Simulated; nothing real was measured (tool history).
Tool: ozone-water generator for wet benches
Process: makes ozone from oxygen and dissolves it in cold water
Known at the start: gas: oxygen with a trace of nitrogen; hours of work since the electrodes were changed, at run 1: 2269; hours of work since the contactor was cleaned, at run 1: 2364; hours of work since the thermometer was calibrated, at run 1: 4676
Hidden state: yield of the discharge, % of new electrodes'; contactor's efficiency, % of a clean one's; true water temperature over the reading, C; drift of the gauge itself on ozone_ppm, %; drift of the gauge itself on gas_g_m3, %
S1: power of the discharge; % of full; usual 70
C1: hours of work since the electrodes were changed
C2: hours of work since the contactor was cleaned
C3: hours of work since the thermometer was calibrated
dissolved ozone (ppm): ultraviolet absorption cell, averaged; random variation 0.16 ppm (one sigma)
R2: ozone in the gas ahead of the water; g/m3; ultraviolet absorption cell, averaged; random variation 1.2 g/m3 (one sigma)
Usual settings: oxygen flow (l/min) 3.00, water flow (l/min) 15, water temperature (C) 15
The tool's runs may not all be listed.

{"run": 1, "hour": 0.0, "S1": 70, "oxygen flow (l/min)": 3.0, "water flow (l/min)": 15, "water temperature (C)": 15, "C1": 2269, "C2": 2364, "C3": 4676, "dissolved ozone (ppm)": 19.9, "R2": 209.1}
{"run": 2, "hour": 88.6, "S1": 70, "oxygen flow (l/min)": 3.0, "water flow (l/min)": 15, "water temperature (C)": 15, "C1": 2329, "C2": 2425, "C3": 4737, "dissolved ozone (ppm)": 20.1, "R2": 209.1}
{"run": 3, "hour": 158.5, "S1": 70, "oxygen flow (l/min)": 3.0, "water flow (l/min)": 15, "water temperature (C)": 15, "C1": 2377, "C2": 2473, "C3": 4784, "dissolved ozone (ppm)": 19.7, "R2": 209.3}
{"run": 4, "hour": 206.1, "S1": 70, "oxygen flow (l/min)": 3.0, "water flow (l/min)": 15, "water temperature (C)": 15, "C1": 2410, "C2": 2505, "C3": 4817, "dissolved ozone (ppm)": 19.8, "R2": 208.4}
{"run": 5, "hour": 288.6, "S1": 70, "oxygen flow (l/min)": 3.0, "water flow (l/min)": 15, "water temperature (C)": 15, "C1": 2466, "C2": 2562, "C3": 4874, "dissolved ozone (ppm)": 19.7, "R2": 209.3}
{"run": 6, "hour": 390.0, "S1": 70, "oxygen flow (l/min)": 3.0, "water flow (l/min)": 15, "water temperature (C)": 15, "C1": 2536, "C2": 2631, "C3": 4943, "dissolved ozone (ppm)": 19.9, "R2": 207.7}
{"run": 7, "hour": 446.5, "S1": 70, "oxygen flow (l/min)": 3.0, "water flow (l/min)": 15, "water temperature (C)": 15, "C1": 2574, "C2": 2670, "C3": 4982, "dissolved ozone (ppm)": 19.5, "R2": 208.2}
{"hour": 523.1, "done": "contactor cleaned"}
{"run": 8, "hour": 523.1, "S1": 68, "oxygen flow (l/min)": 5.21, "water flow (l/min)": 15, "water temperature (C)": 15, "C1": 2624, "C2": 0, "C3": 5031, "dissolved ozone (ppm)": 21.5, "R2": 164.0}
{"run": 9, "hour": 588.9, "S1": 68, "oxygen flow (l/min)": 5.21, "water flow (l/min)": 15, "water temperature (C)": 15, "C1": 2669, "C2": 45, "C3": 5076, "dissolved ozone (ppm)": 21.5, "R2": 165.0}
{"run": 10, "hour": 675.1, "S1": 70, "oxygen flow (l/min)": 1.67, "water flow (l/min)": 10, "water temperature (C)": 15, "C1": 2728, "C2": 104, "C3": 5135, "dissolved ozone (ppm)": 25.0, "R2": 258.3}
{"run": 11, "hour": 763.2, "S1": 51, "oxygen flow (l/min)": 1.67, "water flow (l/min)": 22, "water temperature (C)": 9, "C1": 2788, "C2": 164, "C3": 5196, "dissolved ozone (ppm)": 8.7, "R2": 212.0}
{"run": 12, "hour": 852.9, "S1": 95, "oxygen flow (l/min)": 3.36, "water flow (l/min)": 9, "water temperature (C)": 11, "C1": 2850, "C2": 226, "C3": 5257, "dissolved ozone (ppm)": 40.8, "R2": 239.3}
{"run": 13, "hour": 908.6, "S1": 86, "oxygen flow (l/min)": 4.14, "water flow (l/min)": 13, "water temperature (C)": 11, "C1": 2888, "C2": 264, "C3": 5295, "dissolved ozone (ppm)": 29.2, "R2": 208.9}

3 ways to go on from here, each from the tool as it stands after run 13. What would each give?
{"run": "A", "hour": 974.9, "S1": 86, "oxygen flow (l/min)": 4.14, "water flow (l/min)": 14, "water temperature (C)": 11, "C1": 2933, "C2": 309, "C3": 5341, "dissolved ozone (ppm)": "?", "R2": "?"}
{"run": "B", "hour": 974.9, "S1": 72, "oxygen flow (l/min)": 3.0, "water flow (l/min)": 15, "water temperature (C)": 15, "C1": 2933, "C2": 309, "C3": 5341, "dissolved ozone (ppm)": "?", "R2": "?"}
{"run": "C", "hour": 974.9, "S1": 94, "oxygen flow (l/min)": 3.0, "water flow (l/min)": 10, "water temperature (C)": 11, "C1": 2933, "C2": 309, "C3": 5341, "dissolved ozone (ppm)": "?", "R2": "?"}

run=A dissolved_ozone_(ppm)=27.7 R2=208.9
run=B dissolved_ozone_(ppm)=20.3 R2=209.2
run=C dissolved_ozone_(ppm)=36.5 R2=248.8
Without the tool's hidden state the same runs would have given:
run=A dissolved_ozone_(ppm)=27.7 R2=212.0
run=B dissolved_ozone_(ppm)=20.3 R2=212.2
run=C dissolved_ozone_(ppm)=36.5 R2=252.5
